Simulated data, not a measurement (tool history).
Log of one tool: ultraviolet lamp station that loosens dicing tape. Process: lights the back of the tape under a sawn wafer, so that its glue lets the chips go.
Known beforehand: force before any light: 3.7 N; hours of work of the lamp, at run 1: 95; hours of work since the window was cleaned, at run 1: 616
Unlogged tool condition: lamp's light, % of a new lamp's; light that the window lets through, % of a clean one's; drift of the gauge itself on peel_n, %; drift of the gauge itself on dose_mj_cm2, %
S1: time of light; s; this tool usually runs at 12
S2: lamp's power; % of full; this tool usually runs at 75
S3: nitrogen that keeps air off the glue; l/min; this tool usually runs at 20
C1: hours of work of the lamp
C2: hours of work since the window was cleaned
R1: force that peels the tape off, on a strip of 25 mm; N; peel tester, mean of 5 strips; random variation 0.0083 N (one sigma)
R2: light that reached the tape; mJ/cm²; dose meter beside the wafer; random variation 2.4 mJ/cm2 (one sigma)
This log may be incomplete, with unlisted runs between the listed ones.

| run | day | S1 | S2 | S3 | C1 | C2 | R1 | R2 |
|---|---|---|---|---|---|---|---|---|
| 1 | 0.000 | 12 | 75 | 20 | 95 | 616 | 0.449 | 207 |
| 2 | 2.200 | 12 | 75 | 20 | 129 | 651 | 0.469 | 206 |
|  | 2.838 | window cleaned of glue's vapour |
| 3 | 4.733 | 15 | 75 | 20 | 169 | 30 | 0.441 | 220 |
| 4 | 7.979 | 6 | 75 | 20 | 221 | 82 | 1.491 | 84 |
| 5 | 11.275 | 12 | 89 | 20 | 273 | 134 | 0.530 | 196 |
|  | 11.938 | window cleaned of glue's vapour, once more |
| 6 | 14.096 | 12 | 89 | 20 | 318 | 34 | 0.296 | 276 |
| 7 | 16.883 | 12 | 89 | 20 | 362 | 79 | 0.311 | 264 |
| 8 | 19.696 | 12 | 89 | 20 | 407 | 123 | 0.318 | 258 |
| 9 | 23.683 | 12 | 89 | 20 | 470 | 187 | 0.336 | 249 |
| 10 | 25.800 | 12 | 89 | 20 | 504 | 220 | 0.359 | 244 |
| 11 | 28.238 | 12 | 89 | 20 | 542 | 259 | 0.376 | 236 |
| 12 | 30.042 | 12 | 89 | 20 | 571 | 288 | 0.378 | 230 |
| 13 | 32.858 | 12 | 75 | 20 | 616 | 332 | 0.533 | 197 |
| 14 | 34.558 | 12 | 75 | 20 | 643 | 359 | 0.524 | 192 |
| 15 | 36.796 | 12 | 75 | 20 | 678 | 395 | 0.564 | 187 |
| 16 | 40.154 | 12 | 75 | 20 | 732 | 448 | 0.591 | 178 |
| 17 | 44.067 | 12 | 98 | 20 | 794 | 510 | 0.402 | 225 |
| 18 | 45.883 | 12 | 98 | 20 | 823 | 539 | 0.428 | 225 |
| 19 | 48.025 | 12 | 66 | 20 | 857 | 573 | 0.805 | 147 |
| 20 | 51.104 | 12 | 66 | 20 | 905 | 622 | 0.842 | 145 |
|  | 53.017 | lamp changed |
|  | 53.362 | window cleaned of glue's vapour |
| 21 | 54.429 | 17 | 75 | 20 | 22 | 17 | 0.181 | 350 |
| 22 | 58.167 | 17 | 75 | 20 | 81 | 76 | 0.189 | 341 |
| 23 | 62.088 | 7 | 78 | 8 | 144 | 139 | 1.262 | 139 |
| 24 | 65.796 | 6 | 75 | 20 | 203 | 197 | 1.132 | 113 |
| 25 | 68.500 | 6 | 75 | 20 | 246 | 240 | 1.136 | 112 |
| 26 | 71.896 | 12 | 97 | 10 | 299 | 294 | 0.420 | 278 |
| 27 | 75.425 | 22 | 90 | 28 | 356 | 350 | 0.124 | 456 |
| 28 | 77.454 | 22 | 90 | 28 | 388 | 383 | 0.125 | 457 |
| 29 | 81.379 | 22 | 65 | 14 | 450 | 445 | 0.269 | 319 |
| 30 | 85.250 | 8 | 79 | 10 | 512 | 506 | 1.249 | 138 |
| 31 | 88.896 | 18 | 84 | 35 | 569 | 564 | 0.159 | 310 |
| 32 | 90.996 | 12 | 60 | 20 | 603 | 598 | 0.843 | 149 |
| 33 | 92.746 | 10 | 66 | 20 | 631 | 625 | 0.957 | 129 |
|  | 94.950 | window cleaned of glue's vapour |
| 34 | 96.683 | 10 | 66 | 20 | 693 | 28 | 0.813 | 149 |
| 35 | 98.412 | 10 | 66 | 20 | 720 | 55 | 0.808 | 144 |
| 36 | 102.050 | 12 | 70 | 7 | 778 | 113 | 1.010 | 184 |
| 37 | 104.438 | 11 | 70 | 15 | 816 | 151 | 0.801 | 163 |
| 38 | 106.638 | 12 | 89 | 15 | 851 | 186 | 0.485 | 225 |
| 39 | 110.333 | 12 | 89 | 15 | 910 | 244 | 0.542 | 220 |
|  | 111.808 | lamp changed |
| 40 | 112.304 | 12 | 89 | 15 | 8 | 275 | 0.334 | 273 |
| 41 | 114.567 | 12 | 89 | 15 | 44 | 311 | 0.353 | 273 |
| 42 | 116.688 | 12 | 89 | 15 | 78 | 345 | 0.360 | 269 |

5 options for the next run, each taken on its own from the tool as it stands now. Forecast them:
| A | 119.412 | 10 | 75 | 7 | 121 | 388 | ? | ? |
| B | 119.412 | 12 | 89 | 27 | 121 | 388 | ? | ? |
| C | 119.412 | 12 | 96 | 20 | 121 | 388 | ? | ? |
| D | 119.412 | 12 | 75 | 7 | 121 | 388 | ? | ? |
| E | 119.412 | 12 | 76 | 20 | 121 | 388 | ? | ? |

| run | R1 | R2 |
|---|---|---|
| A | 1.026 | 183 |
| B | 0.257 | 258 |
| C | 0.268 | 280 |
| D | 0.810 | 224 |
| E | 0.418 | 225 |
Had the tool no hidden state, the same runs would have come out as:
| run | R1 | R2 |
|---|---|---|
| A | 0.854 | 211 |
| B | 0.200 | 297 |
| C | 0.209 | 322 |
| D | 0.656 | 257 |
| E | 0.323 | 259 |
